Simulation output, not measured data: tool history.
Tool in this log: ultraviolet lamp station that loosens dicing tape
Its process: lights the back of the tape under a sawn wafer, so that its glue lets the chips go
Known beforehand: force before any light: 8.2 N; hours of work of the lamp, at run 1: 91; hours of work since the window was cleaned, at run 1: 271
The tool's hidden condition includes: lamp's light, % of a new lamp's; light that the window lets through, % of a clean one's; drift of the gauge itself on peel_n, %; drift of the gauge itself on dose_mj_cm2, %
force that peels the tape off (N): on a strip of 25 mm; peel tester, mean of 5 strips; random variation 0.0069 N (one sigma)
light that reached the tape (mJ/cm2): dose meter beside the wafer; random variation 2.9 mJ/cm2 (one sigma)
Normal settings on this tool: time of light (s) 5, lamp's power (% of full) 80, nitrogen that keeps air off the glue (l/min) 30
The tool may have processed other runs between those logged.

run,hour,time of light (s),lamp's power (% of full),nitrogen that keeps air off the glue (l/min),hours of work of the lamp,hours of work since the window was cleaned,force that peels the tape off (N),light that reached the tape (mJ/cm2)
1,0.0,5,80,30,91,271,0.233,422
2,9.6,5,80,30,96,276,0.245,422
3,21.2,5,80,30,102,281,0.235,427
4,31.3,5,85,30,107,286,0.227,449
5,42.8,5,96,30,112,292,0.202,512
6,53.1,5,80,30,117,297,0.239,417
7,65.1,5,96,30,123,303,0.197,501
8,71.5,5,96,30,126,306,0.205,511
9,80.9,5,80,30,131,311,0.237,424
10,92.3,5,80,30,137,316,0.250,427
11,103.3,5,80,30,142,322,0.240,423
12,109.5,5,80,30,145,325,0.236,420
13,115.7,5,95,30,148,328,0.201,502
14,127.1,5,80,13,154,333,0.370,424
15,139.2,4,80,13,159,339,0.576,334
16,147.0,2,80,17,163,343,1.689,169
# hour 149.9: window cleaned of glue's vapour
17,155.0,2,80,17,167,2,1.661,171
18,163.9,2,80,17,171,7,1.762,170
19,174.3,2,80,17,176,12,1.708,171
20,181.5,2,80,17,180,15,1.671,166
21,192.2,6,91,13,185,21,0.229,582

Here are 4 independent what-if runs from the current tool condition. What would each one return?
A,203.4,5,80,17,191,26,?,?
B,203.4,9,91,11,191,26,?,?
C,203.4,8,90,36,191,26,?,?
D,203.4,5,80,20,191,26,?,?

run,force that peels the tape off (N),light that reached the tape (mJ/cm2)
A,0.310,423
B,0.192,872
C,0.180,764
D,0.298,422
Stripped of hidden state, with their random variation kept, the same runs would have yielded:
run,force that peels the tape off (N),light that reached the tape (mJ/cm2)
A,0.310,423
B,0.192,872
C,0.180,765
D,0.298,423
